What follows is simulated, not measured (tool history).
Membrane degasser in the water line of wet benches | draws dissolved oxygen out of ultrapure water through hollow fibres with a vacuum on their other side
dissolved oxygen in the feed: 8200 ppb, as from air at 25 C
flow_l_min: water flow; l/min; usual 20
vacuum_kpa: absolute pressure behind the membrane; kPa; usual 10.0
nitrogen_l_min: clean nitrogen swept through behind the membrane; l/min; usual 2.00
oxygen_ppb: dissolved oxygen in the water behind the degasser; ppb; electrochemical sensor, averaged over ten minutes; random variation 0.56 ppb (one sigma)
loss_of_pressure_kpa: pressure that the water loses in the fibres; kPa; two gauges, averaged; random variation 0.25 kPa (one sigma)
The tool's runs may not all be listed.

run     day  flow_l_min  vacuum_kpa  nitrogen_l_min  oxygen_ppb  loss_of_pressure_kpa
  1   0.000          20        10.0            2.00       162.1                 66.37
  2   4.854          20        10.0            2.00       162.5                 66.28
  3  10.750          20        10.0            1.16       262.8                 66.15
  4  14.717          20        10.0            4.31        81.0                 66.33
  5  20.217          13        10.0            2.00       106.0                 43.32
     22.592  -- vacuum gauge calibrated
  6  23.958          13        10.0            2.00       106.5                 42.91
  7  28.654          13        10.0            2.00       106.4                 43.32
  8  31.421          20        10.0            2.00       163.1                 66.86
  9  35.742          20        16.0            2.00       300.0                 66.26
 10  40.696          20        16.0            2.00       299.3                 66.44
 11  43.300          20        22.3            2.00       436.1                 66.40

Forecast run 12:
 12  45.858          17         8.2            0.86           ?                     ?

Run 12 gave oxygen_ppb 218.8 ppb, loss_of_pressure_kpa 56.38 kPa.
Without the tool's hidden state the same run would have given oxygen_ppb 217.4 ppb, loss_of_pressure_kpa 56.33 kPa.
